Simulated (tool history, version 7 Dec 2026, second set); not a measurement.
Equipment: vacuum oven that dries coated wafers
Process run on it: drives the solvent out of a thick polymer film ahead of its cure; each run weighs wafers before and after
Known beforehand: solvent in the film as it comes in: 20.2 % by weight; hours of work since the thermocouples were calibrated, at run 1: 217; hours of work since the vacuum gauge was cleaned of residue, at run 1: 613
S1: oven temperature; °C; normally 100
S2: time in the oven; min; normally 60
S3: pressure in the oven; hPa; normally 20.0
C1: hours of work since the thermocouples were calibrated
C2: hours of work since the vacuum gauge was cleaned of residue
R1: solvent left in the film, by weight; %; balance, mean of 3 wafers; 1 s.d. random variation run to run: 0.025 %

Run 1, day 0.000: usual settings; C1 217; C2 613. Result: R1 1.14 %.
Run 2, day 0.746: usual settings but S1 91 °C; C1 231; C2 626. Result: R1 3.06 %.
Run 3, day 1.312: usual settings but S1 91 °C, S3 18.0 hPa; C1 242; C2 637. Result: R1 3.01 %.
Run 4, day 2.017: usual settings but S2 44 min; C1 255; C2 650. Result: R1 1.98 %.
Run 5, day 2.888: usual settings but S2 44 min; C1 271; C2 666. Result: R1 1.99 %.
Run 6, day 3.471: usual settings but S2 45 min; C1 282; C2 677. Result: R1 1.90 %.
Run 7, day 3.929: usual settings but S1 104 °C; C1 291; C2 686. Result: R1 0.72 %.
Run 8, day 4.696: usual settings but S1 104 °C; C1 305; C2 700. Result: R1 0.79 %.
Run 9, day 5.350: usual settings; C1 317; C2 712. Result: R1 1.20 %.
Run 10, day 5.779: usual settings; C1 325; C2 721. Result: R1 1.16 %.
Run 11, day 6.375: usual settings; C1 337; C2 732. Result: R1 1.16 %.
Run 12, day 7.196: usual settings; C1 352; C2 747. Result: R1 1.22 %.
Run 13, day 7.812: usual settings but S3 23.8 hPa; C1 363; C2 759. Result: R1 1.34 %.
Run 14, day 8.429: usual settings; C1 375; C2 770. Result: R1 1.19 %.
Run 15, day 9.242: usual settings; C1 390; C2 785. Result: R1 1.14 %.
Run 16, day 10.129: usual settings but S1 108 °C; C1 407; C2 802. Result: R1 0.58 %.
Run 17, day 11.025: usual settings but S2 82 min; C1 423; C2 819. Result: R1 0.80 %.
Run 18, day 11.954: usual settings but S2 82 min; C1 441; C2 836. Result: R1 0.80 %.
Run 19, day 12.712: usual settings but S2 70 min; C1 455; C2 850. Result: R1 0.94 %.
Run 20, day 13.271: usual settings but S2 70 min, S3 10.8 hPa; C1 465; C2 860. Result: R1 0.71 %.
Run 21, day 13.746: usual settings but S2 70 min, S3 10.8 hPa; C1 474; C2 869. Result: R1 0.64 %.
Run 22, day 14.417: usual settings but S2 70 min, S3 10.8 hPa; C1 487; C2 882. Result: R1 0.63 %.
Run 23, day 14.971: usual settings but S2 70 min, S3 10.8 hPa; C1 497; C2 892. Result: R1 0.64 %.
Run 24, day 15.604: usual settings but S2 82 min; C1 509; C2 904. Result: R1 0.77 %.
Run 25, day 16.504: usual settings but S1 90 °C, S2 30 min, S3 31.8 hPa; C1 526; C2 921. Result: R1 7.47 %.
Run 26, day 17.371: usual settings but S1 90 °C, S2 30 min, S3 31.8 hPa; C1 542; C2 937. Result: R1 7.54 %.
Run 27, day 17.938: usual settings but S1 88 °C, S2 64 min, S3 38.4 hPa; C1 553; C2 948. Result: R1 4.48 %.
Run 28, day 18.625: usual settings but S1 94 °C, S2 86 min; C1 565; C2 961. Result: R1 1.36 %.
Run 29, day 19.504: usual settings but S1 94 °C, S2 86 min; C1 582; C2 977. Result: R1 1.31 %.
Run 30, day 20.242: usual settings but S1 104 °C, S3 43.3 hPa; C1 596; C2 991. Result: R1 1.42 %.
Run 31, day 20.962: usual settings but S1 104 °C, S3 43.3 hPa; C1 609; C2 1004. Result: R1 1.40 %.
Run 32, day 21.462: usual settings but S1 104 °C, S3 43.3 hPa; C1 618; C2 1014. Result: R1 1.38 %.
Run 33, day 22.100: usual settings but S1 104 °C, S2 41 min, S3 12.9 hPa; C1 630; C2 1025. Result: R1 1.27 %.
Run 34, day 22.708: usual settings but S1 104 °C, S2 41 min, S3 12.9 hPa; C1 642; C2 1037. Result: R1 1.26 %.
Run 35, day 23.262: usual settings but S1 104 °C, S2 41 min, S3 12.9 hPa; C1 652; C2 1047. Result: R1 1.21 %.
Run 36, day 23.754: usual settings but S1 104 °C, S2 41 min, S3 12.9 hPa; C1 661; C2 1056. Result: R1 1.26 %.
Run 37, day 24.250: usual settings but S1 104 °C, S2 41 min, S3 12.9 hPa; C1 670; C2 1066. Result: R1 1.21 %.
Run 38, day 25.038: usual settings but S2 63 min; C1 685; C2 1080. Result: R1 1.09 %.
Run 39, day 26.017: usual settings but S1 112 °C, S2 107 min, S3 11.3 hPa; C1 703; C2 1099. Result: R1 0.21 %.
Run 40, day 26.996: usual settings but S2 63 min; C1 722; C2 1117. Result: R1 1.12 %.
Run 41, day 27.529: usual settings but S2 63 min; C1 732; C2 1127. Result: R1 1.08 %.
Run 42, day 28.358: usual settings but S2 63 min; C1 747; C2 1142. Result: R1 1.08 %.
Run 43, day 29.296: usual settings but S1 99 °C, S2 33 min; C1 765; C2 1160. Result: R1 3.44 %.
Run 44, day 29.725: usual settings but S1 110 °C, S2 106 min, S3 10.5 hPa; C1 773; C2 1168. Result: R1 0.23 %.
Run 45, day 30.279: usual settings but S1 94 °C, S2 47 min, S3 47.5 hPa; C1 783; C2 1178. Result: R1 4.26 %.
Run 46, day 31.146: usual settings but S2 49 min; C1 799; C2 1195. Result: R1 1.63 %.
Run 47, day 31.938: usual settings but S2 49 min; C1 814; C2 1209. Result: R1 1.65 %.

Consider 3 possible next runs. They are alternatives, not a sequence: every one starts from the tool as it was left by run 47. What does each give?
Run A, day 32.604: usual settings but S2 33 min; C1 827; C2 1222. Result: R1 ?.
Run B, day 32.604: usual settings but S2 108 min, S3 58.9 hPa; C1 827; C2 1222. Result: R1 ?.
Run C, day 32.604: usual settings but S1 111 °C, S2 34 min; C1 827; C2 1222. Result: R1 ?.

run    R1
  A  3.15
  B  1.88
  C  0.89
Stripped of hidden state, with their random variation kept, the same runs would have yielded:
run    R1
  A  3.16
  B  1.88
  C  0.89
